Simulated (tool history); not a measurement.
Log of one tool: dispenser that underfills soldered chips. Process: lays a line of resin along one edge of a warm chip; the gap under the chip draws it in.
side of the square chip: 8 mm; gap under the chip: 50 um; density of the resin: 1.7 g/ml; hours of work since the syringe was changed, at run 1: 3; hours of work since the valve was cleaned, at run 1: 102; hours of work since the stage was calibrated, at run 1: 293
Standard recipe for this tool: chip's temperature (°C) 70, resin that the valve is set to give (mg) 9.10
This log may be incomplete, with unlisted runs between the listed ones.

run   hour  chip's temperature (°C)  resin that the valve is set to give (mg)  hours of work since the syringe was changed  hours of work since the valve was cleaned  hours of work since the stage was calibrated  time until the resin shows at the far edge (s)  resin that the valve gave (mg)
  1    0.0                       70                                      9.10                                            3                                        102                                           293                                            71.8                            8.61
       4.7  -- new syringe of resin
      14.4  -- new syringe of resin
  2   14.9                       70                                      9.10                                            0                                        113                                           304                                            65.8                            8.65
      24.1  -- new syringe of resin
  3   31.9                       70                                      9.10                                            6                                        125                                           317                                            77.6                            8.50
      34.2  -- new syringe of resin
      43.8  -- new syringe of resin
  4   45.9                       70                                      8.82                                            2                                        135                                           327                                            66.1                            8.25
      50.1  -- dispensing valve cleaned and set on the balance
      55.0  -- new syringe of resin
  5   58.9                       70                                      8.27                                            3                                          6                                           335                                            70.6                            8.21
      65.0  -- new syringe of resin
  6   66.1                       70                                      7.95                                            1                                         11                                           340                                            67.3                            7.87
      74.7  -- new syringe of resin
  7   75.8                       70                                      7.95                                            1                                         19                                           347                                            65.1                            7.86
      84.5  -- new syringe of resin
  8   91.4                       59                                      7.95                                            5                                         30                                           359                                           136.0                            7.80
      94.3  -- new syringe of resin
     103.6  -- new syringe of resin
  9  103.6                       59                                      7.95                                            0                                         39                                           368                                           110.6                            7.76
 10  111.2                       70                                      9.10                                            6                                         44                                           373                                            74.3                            8.88
     113.5  -- new syringe of resin
 11  121.2                       70                                      9.10                                            6                                         51                                           380                                            75.6                            8.83
     123.3  -- new syringe of resin
     133.1  -- new syringe of resin
 12  134.1                       70                                      9.10                                            1                                         61                                           390                                            63.2                            8.82
 13  142.0                       70                                      9.10                                            7                                         67                                           396                                            76.5                            8.77
     143.1  -- new syringe of resin
 14  150.6                       76                                      9.10                                            6                                         73                                           402                                            53.0                            8.68
     152.8  -- new syringe of resin
     162.6  -- new syringe of resin
 15  162.6                       71                                      9.82                                            0                                         81                                           410                                            59.6                            9.35
     172.3  -- new syringe of resin
 16  177.7                       84                                     11.39                                            4                                         92                                           421                                            35.4                           10.79
     182.1  -- new syringe of resin
     191.7  -- new syringe of resin
 17  194.9                       84                                     11.39                                            2                                        105                                           434                                            34.4                           10.72
     201.4  -- new syringe of resin
 18  205.5                       70                                      7.81                                            3                                        112                                           441                                            69.2                            7.32
     211.4  -- new syringe of resin
 19  217.1                       70                                      7.81                                            4                                        121                                           450                                            74.2                            7.29
     221.1  -- new syringe of resin
     231.2  -- new syringe of resin
 20  234.1                       78                                      9.63                                            2                                        133                                           462                                            45.6                            8.92
     241.2  -- dispensing valve cleaned and set on the balance
     242.6  -- new syringe of resin
 21  245.9                       60                                      8.96                                            2                                          3                                           470                                           111.3                            8.95
     251.9  -- new syringe of resin
 22  258.5                       57                                     11.60                                            5                                         12                                           479                                           138.6                           11.66
     261.8  -- new syringe of resin
     271.1  -- new syringe of resin
 23  272.9                       66                                      8.14                                            1                                         23                                           489                                            80.3                            8.02
     281.3  -- new syringe of resin
 24  286.8                       66                                     11.61                                            4                                         33                                           499                                            83.7                           11.41
     291.1  -- new syringe of resin
     292.1  -- stage's temperature calibrated
     301.4  -- new syringe of resin
 25  302.9                       84                                      8.91                                            1                                         44                                             8                                            38.0                            8.74
     311.4  -- new syringe of resin
 26  315.3                       71                                      9.46                                            3                                         53                                            17                                            74.5                            9.18

What would each run have given without the hidden state, its run-to-run variation left as it was?
The hidden state here: resin's viscosity, % of fresh resin's; dose that the valve gives, % of what is set; true chip temperature over the reading, C; drift of the gauge itself on fill_s, %; drift of the gauge itself on given_mg, %.
run  time until the resin shows at the far edge (s)  resin that the valve gave (mg)
  1                                            70.9                            9.08
  2                                            70.4                            9.17
  3                                            70.6                            9.08
  4                                            69.3                            8.85
  5                                            72.1                            8.27
  6                                            72.2                            7.95
  7                                            71.4                            7.97
  8                                           128.3                            7.95
  9                                           126.5                            7.95
 10                                            70.1                            9.12
 11                                            70.2                            9.11
 12                                            70.9                            9.14
 13                                            70.6                            9.13
 14                                            50.9                            9.06
 15                                            67.0                            9.81
 16                                            34.8                           11.39
 17                                            35.5                           11.40
 18                                            71.6                            7.82
 19                                            71.9                            7.82
 20                                            48.4                            9.63
 21                                           120.7                            8.95
 22                                           140.8                           11.71
 23                                            89.2                            8.11
 24                                            86.0                           11.60
 25                                            35.6                            8.95
 26                                            67.3                            9.44
